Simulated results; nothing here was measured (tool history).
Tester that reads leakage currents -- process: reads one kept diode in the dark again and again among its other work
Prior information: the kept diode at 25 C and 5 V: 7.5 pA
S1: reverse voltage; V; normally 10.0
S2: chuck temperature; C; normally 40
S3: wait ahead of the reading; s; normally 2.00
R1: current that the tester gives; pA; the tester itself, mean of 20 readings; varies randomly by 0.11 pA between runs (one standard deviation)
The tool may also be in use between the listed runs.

run	day	S1	S2	S3	R1
1	0.000	10.0	40	2.00	40.54
2	5.454	10.0	40	2.00	41.12
3	16.733	10.0	40	2.00	42.20
4	23.996	10.0	40	2.00	37.77
5	28.933	10.0	40	2.00	38.60
6	40.962	10.0	40	2.00	39.57
7	46.588	10.0	40	2.00	40.11
8	55.646	10.0	40	2.00	32.78
9	61.988	10.0	40	2.00	33.53
10	72.275	10.0	40	2.00	34.65
11	77.554	10.0	40	2.00	34.96
12	85.675	10.0	40	2.00	36.06
13	97.667	10.0	40	2.00	37.24
14	109.238	10.0	41	2.00	40.51
15	114.492	10.0	41	2.00	41.61
16	125.142	10.0	51	2.00	76.41
17	136.379	10.0	51	2.00	78.10
18	147.292	10.0	40	1.58	38.38
19	155.588	10.0	40	0.32	49.01
20	166.129	10.0	40	0.32	50.39
21	175.271	9.3	36	0.32	33.98
22	185.704	10.0	44	2.14	43.48
23	193.583	17.0	29	0.93	26.64
24	205.100	17.0	29	0.93	28.02
25	215.117	17.0	29	0.93	29.52
26	224.725	1.6	37	2.16	14.47
27	231.621	1.2	21	2.16	4.46
28	237.867	1.2	21	2.16	4.61
29	244.375	1.2	21	2.16	4.69
30	253.912	4.6	40	2.23	25.25
31	264.633	4.8	20	2.14	8.86
32	272.821	4.8	20	2.14	9.26
33	281.454	1.5	40	2.00	16.58
34	292.917	1.5	40	2.00	16.87
35	302.775	3.3	57	2.00	64.31
36	307.983	3.3	57	1.66	65.37
37	319.762	4.4	58	0.72	80.24
38	327.046	10.0	26	3.00	14.92
39	332.688	4.0	46	9.74	35.97

Withheld: 7 entries from between the runs. Position of each, and hidden state at the listed run before versus the listed run after:
Between runs 3 and 4: chuck's temperature calibrated (day 22.004)
  stray current of the dirty probe card, pA a volt: 0.634 -> 0.682; current scale over the true one, %: 0.61 -> 0.62; true chuck temperature over the reading, C: 2.24 -> 0.06
  measured less the result without the state, R1: +11.24 -> +6.94 pA
Between runs 5 and 6: tester calibrated (day 37.050)
  stray current of the dirty probe card, pA a volt: 0.715 -> 0.787; current scale over the true one, %: 0.63 -> 0.1; true chuck temperature over the reading, C: 0.17 -> 0.39
  measured less the result without the state, R1: +7.53 -> +8.53 pA
Between runs 7 and 8: probe card cleaned and baked (day 49.400)
  stray current of the dirty probe card, pA a volt: 0.819 -> 0.063; current scale over the true one, %: 0.11 -> 0.13; true chuck temperature over the reading, C: 0.5 -> 0.67
  measured less the result without the state, R1: +9.05 -> +1.85 pA
Between runs 17 and 18: chuck's temperature calibrated (day 137.950)
  stray current of the dirty probe card, pA a volt: 0.586 -> 0.651; current scale over the true one, %: 0.3 -> 0.33; true chuck temperature over the reading, C: 2.19 -> 0.22
  measured less the result without the state, R1: +15.18 -> +6.86 pA
Between runs 20 and 21: probe card cleaned and baked (day 174.958)
  stray current of the dirty probe card, pA a volt: 0.781 -> 0.022; current scale over the true one, %: 0.36 -> 0.38; true chuck temperature over the reading, C: 0.58 -> 0.75
  measured less the result without the state, R1: +9.03 -> +1.33 pA
Between runs 29 and 30: chuck's temperature calibrated (day 253.912)
  stray current of the dirty probe card, pA a volt: 0.471 -> 0.531; current scale over the true one, %: 0.53 -> 0.55; true chuck temperature over the reading, C: 2.06 -> 0.01
  measured less the result without the state, R1: +1.14 -> +2.51 pA
Between runs 34 and 35: probe card cleaned and baked (day 300.858)
  stray current of the dirty probe card, pA a volt: 0.786 -> 0.037; current scale over the true one, %: 0.63 -> 0.65; true chuck temperature over the reading, C: 0.76 -> 0.95
  measured less the result without the state, R1: +2.04 -> +4.10 pA

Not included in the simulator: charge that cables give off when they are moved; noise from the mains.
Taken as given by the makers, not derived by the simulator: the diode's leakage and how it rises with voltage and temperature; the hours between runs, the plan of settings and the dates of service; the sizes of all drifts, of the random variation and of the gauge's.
